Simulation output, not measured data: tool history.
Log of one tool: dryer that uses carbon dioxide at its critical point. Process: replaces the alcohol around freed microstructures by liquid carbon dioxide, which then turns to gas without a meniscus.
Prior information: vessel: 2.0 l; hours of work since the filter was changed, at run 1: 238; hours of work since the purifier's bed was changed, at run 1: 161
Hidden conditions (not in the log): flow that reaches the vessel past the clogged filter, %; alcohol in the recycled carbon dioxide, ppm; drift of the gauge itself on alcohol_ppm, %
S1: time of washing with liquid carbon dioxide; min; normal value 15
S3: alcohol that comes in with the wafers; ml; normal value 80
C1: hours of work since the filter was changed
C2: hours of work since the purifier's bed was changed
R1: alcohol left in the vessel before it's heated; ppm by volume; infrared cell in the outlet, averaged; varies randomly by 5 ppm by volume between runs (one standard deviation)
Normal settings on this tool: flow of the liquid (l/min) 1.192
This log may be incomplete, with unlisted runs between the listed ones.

Run 1, day 0: usual settings; C1 238; C2 161. Result: R1 45 ppm by volume.
Run 2, day 1.471: usual settings; C1 249; C2 172. Result: R1 52 ppm by volume.
Run 3, day 2.196: usual settings but flow of the liquid (l/min) 1.16; C1 254; C2 177. Result: R1 53 ppm by volume.
Run 4, day 3.467: usual settings; C1 264; C2 186. Result: R1 37 ppm by volume.
Run 5, day 4.475: usual settings; C1 271; C2 194. Result: R1 40 ppm by volume.
Run 6, day 5.821: usual settings; C1 281; C2 204. Result: R1 47 ppm by volume.
Run 7, day 6.688: usual settings; C1 288; C2 210. Result: R1 51 ppm by volume.
Run 8, day 7.9: usual settings; C1 297; C2 219. Result: R1 50 ppm by volume.
Run 9, day 9.325: usual settings but S3 38 ml; C1 307; C2 230. Result: R1 49 ppm by volume.
Run 10, day 10.175: usual settings but S3 38 ml; C1 313; C2 236. Result: R1 36 ppm by volume.
Run 11, day 11.396: usual settings but S3 38 ml; C1 322; C2 245. Result: R1 40 ppm by volume.
Run 12, day 12.658: usual settings but flow of the liquid (l/min) 1.09; C1 332; C2 254. Result: R1 80 ppm by volume.
Run 13, day 13.8: usual settings but flow of the liquid (l/min) 1.66; C1 340; C2 263. Result: R1 24 ppm by volume.
Run 14, day 15.05: usual settings but flow of the liquid (l/min) 1.66; C1 349; C2 272. Result: R1 30 ppm by volume.
Run 15, day 16.012: usual settings but flow of the liquid (l/min) 1.66; C1 356; C2 279. Result: R1 35 ppm by volume.
Run 16, day 16.708: usual settings but flow of the liquid (l/min) 1.66; C1 361; C2 284. Result: R1 32 ppm by volume.
Run 17, day 18.121: usual settings but S1 10 min, flow of the liquid (l/min) 1.66; C1 372; C2 295. Result: R1 82 ppm by volume.
Run 18, day 19.617: usual settings but S1 10 min, flow of the liquid (l/min) 1.66; C1 383; C2 306. Result: R1 88 ppm by volume.
Run 19, day 20.825: usual settings but S1 10 min, flow of the liquid (l/min) 1.66; C1 392; C2 314. Result: R1 83 ppm by volume.
At day 21.908: inlet filter changed.
Run 20, day 22.133: usual settings but S1 23 min, flow of the liquid (l/min) 1.45; C1 2; C2 324. Result: R1 18 ppm by volume.
Run 21, day 23.288: usual settings but S1 20 min, flow of the liquid (l/min) 1.45, S3 32 ml; C1 10; C2 332. Result: R1 34 ppm by volume.
Run 22, day 24.1: usual settings but S1 21 min, flow of the liquid (l/min) 1.45, S3 31 ml; C1 16; C2 338. Result: R1 25 ppm by volume.
Run 23, day 24.779: usual settings but S1 21 min, flow of the liquid (l/min) 1.45, S3 31 ml; C1 21; C2 343. Result: R1 29 ppm by volume.
Run 24, day 25.554: usual settings but S1 21 min, flow of the liquid (l/min) 1.45, S3 31 ml; C1 27; C2 349. Result: R1 29 ppm by volume.
Run 25, day 26.658: usual settings but S1 21 min, flow of the liquid (l/min) 1.45, S3 31 ml; C1 35; C2 357. Result: R1 31 ppm by volume.
Run 26, day 27.975: usual settings but S1 18 min, flow of the liquid (l/min) 1.45, S3 51 ml; C1 45; C2 367. Result: R1 32 ppm by volume.
Run 27, day 28.917: usual settings but S1 18 min, flow of the liquid (l/min) 1.45, S3 51 ml; C1 52; C2 374. Result: R1 29 ppm by volume.
Run 28, day 30.417: usual settings but S1 14 min, flow of the liquid (l/min) 1.17, S3 58 ml; C1 63; C2 385. Result: R1 57 ppm by volume.
Run 29, day 31.692: usual settings but flow of the liquid (l/min) 0.78; C1 72; C2 394. Result: R1 283 ppm by volume.
Run 30, day 33.012: usual settings but flow of the liquid (l/min) 1.81; C1 82; C2 404. Result: R1 33 ppm by volume.
Run 31, day 33.821: usual settings but S1 17 min, flow of the liquid (l/min) 1.56, S3 39 ml; C1 88; C2 410. Result: R1 30 ppm by volume.
Run 32, day 35.129: usual settings but S1 17 min, flow of the liquid (l/min) 1.56, S3 28 ml; C1 97; C2 420. Result: R1 42 ppm by volume.
Run 33, day 36.229: usual settings but S1 12 min, flow of the liquid (l/min) 1.56, S3 28 ml; C1 106; C2 428. Result: R1 48 ppm by volume.
Run 34, day 37.667: usual settings but S1 12 min, flow of the liquid (l/min) 1.56, S3 28 ml; C1 116; C2 438. Result: R1 46 ppm by volume.
Run 35, day 38.467: usual settings but S1 12 min, flow of the liquid (l/min) 1.56, S3 28 ml; C1 122; C2 444. Result: R1 44 ppm by volume.
Run 36, day 39.933: usual settings but S1 12 min, flow of the liquid (l/min) 1.56, S3 28 ml; C1 133; C2 455. Result: R1 46 ppm by volume.
Run 37, day 41.388: usual settings but S1 11 min, S3 34 ml; C1 144; C2 466. Result: R1 104 ppm by volume.

5 ways to go on from here, each from the tool as it stands after run 37. What would each give?
Run A, day 42.908: usual settings but S1 9 min, S3 35 ml; C1 155; C2 477. Result: R1 ?.
Run B, day 42.908: usual settings but S1 11 min, S3 22 ml; C1 155; C2 477. Result: R1 ?.
Run C, day 42.908: usual settings but S1 11 min, flow of the liquid (l/min) 1.15, S3 34 ml; C1 155; C2 477. Result: R1 ?.
Run D, day 42.908: usual settings but S1 11 min, S3 49 ml; C1 155; C2 477. Result: R1 ?.
Run E, day 42.908: usual settings but S1 17 min, S3 34 ml; C1 155; C2 477. Result: R1 ?.

run   R1
  A  241
  B   90
  C  124
  D  148
  E   33
Stripped of hidden state, with their random variation kept, the same runs would have yielded:
run   R1
  A  185
  B   47
  C   79
  D  100
  E    0
